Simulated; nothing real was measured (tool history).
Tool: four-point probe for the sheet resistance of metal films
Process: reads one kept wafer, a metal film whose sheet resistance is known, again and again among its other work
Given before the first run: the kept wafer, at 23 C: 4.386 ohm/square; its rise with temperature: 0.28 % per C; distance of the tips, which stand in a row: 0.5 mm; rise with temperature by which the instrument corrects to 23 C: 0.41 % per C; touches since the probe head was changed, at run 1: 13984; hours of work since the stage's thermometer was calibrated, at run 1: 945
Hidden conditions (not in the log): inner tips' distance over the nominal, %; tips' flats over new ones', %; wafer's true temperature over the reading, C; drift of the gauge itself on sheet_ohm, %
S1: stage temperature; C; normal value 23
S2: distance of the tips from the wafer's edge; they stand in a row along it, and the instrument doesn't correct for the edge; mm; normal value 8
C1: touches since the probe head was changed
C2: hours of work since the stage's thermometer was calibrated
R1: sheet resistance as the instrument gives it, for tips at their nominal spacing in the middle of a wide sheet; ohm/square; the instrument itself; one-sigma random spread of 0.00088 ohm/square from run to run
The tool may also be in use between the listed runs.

run	day	S1	S2	C1	C2	R1
1	0.000	23	8	13984	945	4.387047
2	2.029	23	8	15573	967	4.386542
3	4.308	23	8	17360	991	4.389588
4	7.258	23	8	19673	1022	4.386324
5	10.121	23	8	21917	1052	4.387178
6	14.283	23	8	25179	1095	4.385170
7	18.175	23	8	28228	1136	4.385537
8	20.725	23	4	30227	1163	4.410264
9	23.133	20	8	32115	1188	4.399667
10	27.633	20	38	35642	1236	4.389619
11	29.596	20	38	37183	1256	4.389886
12	32.862	20	7	39742	1291	4.399604
13	36.175	23	8	42340	1325	4.380224
14	39.608	23	8	45031	1361	4.380454
15	43.850	23	8	48354	1406	4.380201
16	47.717	23	8	51385	1447	4.380028
17	49.621	23	25	52877	1466	4.369664
18	53.783	25	8	56139	1510	4.366145
19	57.696	23	8	59208	1551	4.377844
20	61.312	23	53	62041	1589	4.367425
21	63.467	23	53	63730	1612	4.365806
22	67.950	23	53	67244	1659	4.365979
23	72.075	23	8	70477	1702	4.372835
24	75.025	27	8	72792	1733	4.353654
25	77.758	29	4	74932	1762	4.368489
26	80.929	19	26	77419	1795	4.386537
27	83.042	20	6	79073	1817	4.396756
28	86.175	34	49	81529	1850	4.304328
29	88.617	26	15	83445	1876	4.346615
30	92.400	26	15	86409	1916	4.346856
31	95.433	26	9	88786	1948	4.350984
# day 95.708: stage's thermometer calibrated
32	99.550	22	8	91998	40	4.377618
33	102.842	35	5	94577	75	4.320293
34	107.179	35	5	97979	120	4.320997
35	109.033	35	5	99430	140	4.319788
36	112.021	35	5	101773	171	4.320128
# day 112.567: stage's thermometer calibrated, once more
# day 112.917: new probe head fitted
37	115.808	31	8	2266	34	4.361983
38	120.312	31	8	5797	81	4.362818
39	123.571	35	6	8352	115	4.349199
40	126.533	35	6	10672	146	4.349578
41	128.658	19	3	12338	169	4.482990
42	130.671	28	4	13916	190	4.404175
43	133.904	20	49	16452	224	4.411437
44	136.404	23	23	18411	250	4.394986
45	140.775	23	23	21835	296	4.393488
46	144.629	23	23	24858	336	4.392279

Each row is a separate what-if for the run after 46, all from the same tool condition, not one after another. Results?
A	146.871	23	12	26614	360	?
B	146.871	24	4	26614	360	?
C	146.871	22	59	26614	360	?

run	R1
A	4.394125
B	4.422233
C	4.396264
What these runs would have given with no unlogged condition in the tool:
run	R1
A	4.389214
B	4.417296
C	4.391346
